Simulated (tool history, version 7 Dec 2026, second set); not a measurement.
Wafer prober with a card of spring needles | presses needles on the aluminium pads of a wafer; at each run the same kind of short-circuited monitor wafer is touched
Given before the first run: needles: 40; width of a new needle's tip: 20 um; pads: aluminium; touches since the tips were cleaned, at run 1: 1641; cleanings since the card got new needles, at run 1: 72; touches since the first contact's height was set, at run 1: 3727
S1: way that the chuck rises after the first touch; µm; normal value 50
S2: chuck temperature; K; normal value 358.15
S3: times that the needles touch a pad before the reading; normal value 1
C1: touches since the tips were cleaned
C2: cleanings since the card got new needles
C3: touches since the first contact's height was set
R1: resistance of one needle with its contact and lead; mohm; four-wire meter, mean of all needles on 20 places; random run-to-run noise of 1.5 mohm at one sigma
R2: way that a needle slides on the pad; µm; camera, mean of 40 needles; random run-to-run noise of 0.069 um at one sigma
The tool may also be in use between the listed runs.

Run 1, hour 0.0: usual settings; C1 1641; C2 72; C3 3727. Result: R1 182 mohm, R2 12.06 µm.
At hour 2.8: tips cleaned on abrasive film.
At hour 9.8: tips cleaned on abrasive film.
At hour 16.4: tips cleaned on abrasive film.
Run 2, hour 16.4: usual settings but S2 316.15 K; C1 0; C2 75; C3 11900. Result: R1 148 mohm, R2 11.95 µm.
At hour 23.4: tips cleaned on abrasive film.
At hour 30.3: tips cleaned on abrasive film.
Run 3, hour 31.8: usual settings but S2 316.15 K; C1 751; C2 77; C3 19603. Result: R1 165 mohm, R2 12.02 µm.
At hour 36.0: tips cleaned on abrasive film.
At hour 42.9: tips cleaned on abrasive film.
At hour 49.9: tips cleaned on abrasive film.
Run 4, hour 51.8: usual settings but S2 316.15 K; C1 944; C2 80; C3 29588. Result: R1 161 mohm, R2 11.89 µm.
At hour 56.0: tips cleaned on abrasive film.
At hour 62.9: tips cleaned on abrasive film.
At hour 69.9: tips cleaned on abrasive film.
At hour 76.8: tips cleaned on abrasive film.
Run 5, hour 79.4: usual settings but S2 316.15 K; C1 1329; C2 84; C3 43432. Result: R1 174 mohm, R2 11.87 µm.
At hour 83.6: tips cleaned on abrasive film.
At hour 87.9: tips cleaned on abrasive film, once more.
At hour 94.8: tips cleaned on abrasive film.
At hour 101.8: tips cleaned on abrasive film.
Run 6, hour 106.2: usual settings but S2 316.15 K; C1 2266; C2 88; C3 56822. Result: R1 193 mohm, R2 11.94 µm.
At hour 107.7: tips cleaned on abrasive film.
At hour 114.6: tips cleaned on abrasive film.
At hour 121.6: tips cleaned on abrasive film.
At hour 127.2: tips cleaned on abrasive film.
Run 7, hour 127.2: usual settings but S2 316.15 K; C1 0; C2 92; C3 67252. Result: R1 147 mohm, R2 11.73 µm.
At hour 134.1: tips cleaned on abrasive film.
At hour 141.0: tips cleaned on abrasive film.
At hour 147.5: tips cleaned on abrasive film.
Run 8, hour 147.5: usual settings; C1 0; C2 95; C3 77420. Result: R1 157 mohm, R2 11.78 µm.
At hour 154.5: tips cleaned on abrasive film.
At hour 161.4: tips cleaned on abrasive film.
At hour 168.2: tips cleaned on abrasive film.
Run 9, hour 169.9: usual settings; C1 899; C2 98; C3 88655. Result: R1 179 mohm, R2 11.68 µm.
At hour 174.2: tips cleaned on abrasive film.
At hour 181.0: tips cleaned on abrasive film.
Run 10, hour 185.2: usual settings; C1 2084; C2 100; C3 96269. Result: R1 192 mohm, R2 11.76 µm.
At hour 187.9: tips cleaned on abrasive film.
At hour 194.8: tips cleaned on abrasive film.
At hour 200.9: tips cleaned on abrasive film.
Run 11, hour 200.9: usual settings but S1 34 µm, S2 323.15 K, S3 3; C1 0; C2 103; C3 104122. Result: R1 167 mohm, R2 7.84 µm.
At hour 207.9: tips cleaned on abrasive film.
At hour 214.8: tips cleaned on abrasive film.
At hour 221.8: tips cleaned on abrasive film.
Run 12, hour 226.1: usual settings but S1 34 µm, S2 323.15 K, S3 3; C1 2180; C2 106; C3 116728. Result: R1 198 mohm, R2 7.76 µm.
At hour 227.5: tips cleaned on abrasive film.
At hour 233.1: tips cleaned on abrasive film.
At hour 240.0: tips cleaned on abrasive film.
At hour 245.6: tips cleaned on abrasive film.
At hour 252.6: tips cleaned on abrasive film.
Run 13, hour 254.6: usual settings but S1 34 µm, S2 323.15 K, S3 3; C1 1038; C2 111; C3 130961. Result: R1 185 mohm, R2 7.74 µm.
At hour 258.8: tips cleaned on abrasive film.
At hour 265.8: tips cleaned on abrasive film.
At hour 272.6: tips cleaned on abrasive film.
At hour 279.5: tips cleaned on abrasive film.
Run 14, hour 284.1: usual settings but S1 34 µm, S2 323.15 K, S3 3; C1 2303; C2 115; C3 145712. Result: R1 202 mohm, R2 7.70 µm.
At hour 285.5: tips cleaned on abrasive film.
At hour 291.1: tips cleaned on abrasive film.
At hour 298.0: tips cleaned on abrasive film.
At hour 304.9: tips cleaned on abrasive film.
Run 15, hour 307.0: usual settings but S1 52 µm, S2 316.15 K, S3 2; C1 1034; C2 119; C3 157126. Result: R1 156 mohm, R2 11.90 µm.
At hour 311.2: tips cleaned on abrasive film.
At hour 316.8: tips cleaned on abrasive film.
At hour 323.7: tips cleaned on abrasive film.
Run 16, hour 328.1: usual settings but S1 31 µm, S2 300.15 K, S3 2; C1 2233; C2 122; C3 167702. Result: R1 246 mohm, R2 6.81 µm.

Expected results for the next run?
At hour 329.6: tips cleaned on abrasive film.
At hour 336.5: tips cleaned on abrasive film.
At hour 343.5: tips cleaned on abrasive film.
At hour 350.4: tips cleaned on abrasive film.
At hour 356.0: tips cleaned on abrasive film.
Run 17, hour 359.9: usual settings but S1 54 µm, S2 364.15 K; C1 1955; C2 127; C3 183563. Result: R1 ?, R2 ?.

R1: 187 mohm
R2: 12.31 µm
If the tool had no hidden condition, the same run with the same run-to-run variation would have returned R1 146 mohm, R2 12.86 µm.

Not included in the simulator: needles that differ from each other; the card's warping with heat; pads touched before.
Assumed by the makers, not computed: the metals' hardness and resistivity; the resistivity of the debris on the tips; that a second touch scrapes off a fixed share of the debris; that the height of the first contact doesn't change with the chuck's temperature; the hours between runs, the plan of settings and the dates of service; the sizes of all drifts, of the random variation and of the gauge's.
